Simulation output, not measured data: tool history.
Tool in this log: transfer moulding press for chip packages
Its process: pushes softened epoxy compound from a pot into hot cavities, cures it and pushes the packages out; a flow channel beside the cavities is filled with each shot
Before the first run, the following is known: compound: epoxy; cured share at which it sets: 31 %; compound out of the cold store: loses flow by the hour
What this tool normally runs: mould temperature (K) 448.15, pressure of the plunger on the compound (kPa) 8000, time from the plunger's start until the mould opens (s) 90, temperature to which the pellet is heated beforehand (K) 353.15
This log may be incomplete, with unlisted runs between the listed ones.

run	hour	mould temperature (K)	pressure of the plunger on the compound (kPa)	time from the plunger's start until the mould opens (s)	temperature to which the pellet is heated beforehand (K)	incoming compound's hours out of the cold store	length that the compound runs in the flow channel (mm)	greatest force on the pins that push the packages out (N)
1	0.0	448.15	8000	90	353.15	41.7	878	321
2	8.2	448.15	8000	90	353.15	25.1	915	329
3	21.6	448.15	8000	90	356.15	42.3	879	318
4	33.8	448.15	8000	90	356.15	46.6	856	332
5	47.6	448.15	8000	90	356.15	23.9	930	315
6	65.0	448.15	8000	90	356.15	9.6	951	338
7	73.2	448.15	8000	90	356.15	20.1	940	326
8	86.0	448.15	8000	90	356.15	25.2	927	331
9	97.7	448.15	8000	90	353.15	37.0	884	327
10	110.3	448.15	8000	90	353.15	23.8	930	331
11	126.6	448.15	8000	90	352.15	41.8	876	333
12	143.8	448.15	8000	90	353.15	20.1	947	331
13	156.3	448.15	8290	90	353.15	34.7	913	331
14	173.3	450.15	8000	90	353.15	30.7	901	297
15	183.3	448.15	6610	90	353.15	15.2	861	357
16	196.9	448.15	8610	90	353.15	17.9	981	334
17	204.0	448.15	8000	108	355.15	27.2	920	259
18	217.6	448.15	8000	105	356.15	36.7	887	266
19	229.9	448.15	8000	105	356.15	30.3	921	270
20	244.9	446.15	8000	105	356.15	10.7	964	287
21	257.8	442.15	6310	87	349.15	38.4	802	579
22	274.3	442.15	6310	87	349.15	33.8	823	585
23	283.8	442.15	7550	102	349.15	46.4	861	374
24	292.3	442.15	7550	102	349.15	32.9	904	371
25	303.6	442.15	7550	102	349.15	9.5	958	391
26	310.8	442.15	8240	83	349.15	36.3	933	669
27	325.1	456.15	7030	121	353.15	13.7	863	238
28	332.8	456.15	6830	91	353.15	46.4	773	249

Removed from this log: 6 entries logged between the listed runs. Between which two listed runs does each belong, and how does the tool's hidden state at the listed run before it compare with that at the listed run after it?
From run 5 to run 6: cavities cleaned with cleaning compound and waxed (hour 63.1)
  pressure that reaches the compound, % of what is set: 99.82 -> 99.81; grip of the stained cavities, % over clean ones': 1.1 -> 0.1
  measured value less the no-hidden-state value, greatest force on the pins that push the packages out (N): +3 -> +0
From run 10 to run 11: cavities cleaned with cleaning compound and waxed (hour 126.6)
  pressure that reaches the compound, % of what is set: 99.79 -> 99.78; grip of the stained cavities, % over clean ones': 1.1 -> 0
  measured value less the no-hidden-state value, greatest force on the pins that push the packages out (N): +3 -> +0
From run 15 to run 16: cavities cleaned with cleaning compound and waxed (hour 189.8)
  grip of the stained cavities, % over clean ones': 1.2 -> 0.2
  measured value less the no-hidden-state value, greatest force on the pins that push the packages out (N): +4 -> +0
From run 20 to run 21: cavities cleaned with cleaning compound and waxed (hour 252.5)
  grip of the stained cavities, % over clean ones': 1.2 -> 0.2
  measured value less the no-hidden-state value, greatest force on the pins that push the packages out (N): +4 -> +1
From run 21 to run 22: plunger's sealing rings changed (hour 264.6)
  pressure that reaches the compound, % of what is set: 99.72 -> 99.99; grip of the stained cavities, % over clean ones': 0.2 -> 0.5
  measured value less the no-hidden-state value, greatest force on the pins that push the packages out (N): +1 -> +3
From run 26 to run 27: cavities cleaned with cleaning compound and waxed (hour 318.8)
  pressure that reaches the compound, % of what is set: 99.98 -> 99.97; grip of the stained cavities, % over clean ones': 1.2 -> 0.2
  measured value less the no-hidden-state value, greatest force on the pins that push the packages out (N): +8 -> +1
